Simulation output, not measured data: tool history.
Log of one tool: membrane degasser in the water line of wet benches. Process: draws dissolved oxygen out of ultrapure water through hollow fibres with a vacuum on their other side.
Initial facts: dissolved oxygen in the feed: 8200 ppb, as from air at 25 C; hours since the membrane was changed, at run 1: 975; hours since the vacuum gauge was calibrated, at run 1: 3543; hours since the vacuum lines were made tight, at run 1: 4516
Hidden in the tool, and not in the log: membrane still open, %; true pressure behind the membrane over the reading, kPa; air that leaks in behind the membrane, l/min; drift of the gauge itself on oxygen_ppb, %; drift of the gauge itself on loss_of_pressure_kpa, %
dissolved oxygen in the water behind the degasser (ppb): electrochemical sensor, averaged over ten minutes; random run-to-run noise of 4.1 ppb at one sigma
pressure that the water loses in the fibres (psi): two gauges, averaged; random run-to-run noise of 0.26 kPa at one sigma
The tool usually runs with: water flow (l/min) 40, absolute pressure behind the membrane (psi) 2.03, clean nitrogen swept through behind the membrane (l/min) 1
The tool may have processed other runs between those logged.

| run | hour | water flow (l/min) | absolute pressure behind the membrane (psi) | clean nitrogen swept through behind the membrane (l/min) | hours since the membrane was changed | hours since the vacuum gauge was calibrated | hours since the vacuum lines were made tight | dissolved oxygen in the water behind the degasser (ppb) | pressure that the water loses in the fibres (psi) |
|---|---|---|---|---|---|---|---|---|---|
| 1 | 0 | 40 | 2.03 | 1 | 975 | 3543 | 4516 | 861.4 | 10.124 |
| 2 | 78 | 40 | 2.03 | 1 | 1053 | 3621 | 4594 | 867.9 | 10.177 |
| 3 | 146.7 | 40 | 2.03 | 1 | 1121 | 3690 | 4663 | 869.1 | 10.116 |
| 4 | 224.7 | 40 | 1.67 | 1 | 1199 | 3768 | 4741 | 695.3 | 10.127 |
| 5 | 302.7 | 40 | 1.67 | 1 | 1278 | 3846 | 4819 | 697.6 | 10.18 |
| 6 | 402.1 | 40 | 2.03 | 0.47 | 1377 | 3945 | 4918 | 1395.6 | 10.119 |
| 7 | 508.5 | 40 | 2.03 | 0.47 | 1483 | 4052 | 5025 | 1395.6 | 10.082 |
| 8 | 599.6 | 40 | 2.03 | 0.47 | 1574 | 4143 | 5116 | 1399.3 | 10.067 |
| 9 | 660.5 | 40 | 2.03 | 0.47 | 1635 | 4204 | 5177 | 1401.1 | 10.124 |
| 10 | 751.8 | 27 | 2.03 | 1 | 1727 | 4295 | 5268 | 608.7 | 6.81 |
| 11 | 837.5 | 27 | 2.03 | 1 | 1812 | 4381 | 5354 | 612 | 6.834 |
| 12 | 886.9 | 27 | 2.03 | 1 | 1862 | 4430 | 5403 | 605.5 | 6.814 |
| 13 | 969.9 | 27 | 2.03 | 1 | 1945 | 4513 | 5486 | 607.1 | 6.869 |
| 14 | 1017.4 | 27 | 2.03 | 1 | 1992 | 4561 | 5533 | 613.4 | 6.825 |
| 15 | 1075.9 | 40 | 3.96 | 1.47 | 2051 | 4619 | 5592 | 1303.4 | 10.06 |
| 16 | 1147.3 | 40 | 3.83 | 0.72 | 2122 | 4691 | 5663 | 2053.8 | 10.116 |
| 17 | 1228.3 | 40 | 3.83 | 0.72 | 2203 | 4772 | 5744 | 2043 | 10.099 |
| 18 | 1285.8 | 36 | 2.03 | 0.69 | 2261 | 4829 | 5802 | 1028.4 | 9.165 |
| 19 | 1331.9 | 36 | 2.03 | 0.69 | 2307 | 4875 | 5848 | 1029.7 | 9.116 |
| 20 | 1400.3 | 36 | 2.03 | 0.69 | 2375 | 4944 | 5916 | 1038.8 | 9.074 |
| 21 | 1461.1 | 36 | 1.89 | 0.69 | 2436 | 5004 | 5977 | 950.9 | 9.105 |
| 22 | 1562.1 | 36 | 1.89 | 0.69 | 2537 | 5105 | 6078 | 956.8 | 9.049 |
| 23 | 1626 | 25 | 2.03 | 1.03 | 2601 | 5169 | 6142 | 559.8 | 6.341 |
| 24 | 1717.9 | 32 | 2.03 | 1.58 | 2693 | 5261 | 6234 | 506.3 | 8.068 |
| 25 | 1782.3 | 32 | 2.03 | 1.58 | 2757 | 5326 | 6298 | 509.8 | 8.109 |
| 26 | 1846.4 | 32 | 3.79 | 0.48 | 2821 | 5390 | 6362 | 2232.3 | 8.095 |
|  | 1901.5 | gauge calibrated |
| 27 | 1916.6 | 32 | 3.79 | 0.48 | 2891 | 5460 | 6433 | 2176.1 | 8.131 |

Forecast each of these 3 alternatives for the next run:
| A | 1972.7 | 28 | 4.96 | 0.55 | 2948 | 5516 | 6489 | ? | ? |
| B | 1972.7 | 32 | 4.13 | 0.48 | 2948 | 5516 | 6489 | ? | ? |
| C | 1972.7 | 25 | 2.03 | 1.02 | 2948 | 5516 | 6489 | ? | ? |

| run | dissolved oxygen in the water behind the degasser (ppb) | pressure that the water loses in the fibres (psi) |
|---|---|---|
| A | 2333.2 | 7.097 |
| B | 2353.7 | 8 |
| C | 556.3 | 6.38 |
Without the tool's hidden state the same runs would have given:
| run | dissolved oxygen in the water behind the degasser (ppb) | pressure that the water loses in the fibres (psi) |
|---|---|---|
| A | 2330.6 | 7.092 |
| B | 2351.2 | 7.996 |
| C | 555.5 | 6.377 |

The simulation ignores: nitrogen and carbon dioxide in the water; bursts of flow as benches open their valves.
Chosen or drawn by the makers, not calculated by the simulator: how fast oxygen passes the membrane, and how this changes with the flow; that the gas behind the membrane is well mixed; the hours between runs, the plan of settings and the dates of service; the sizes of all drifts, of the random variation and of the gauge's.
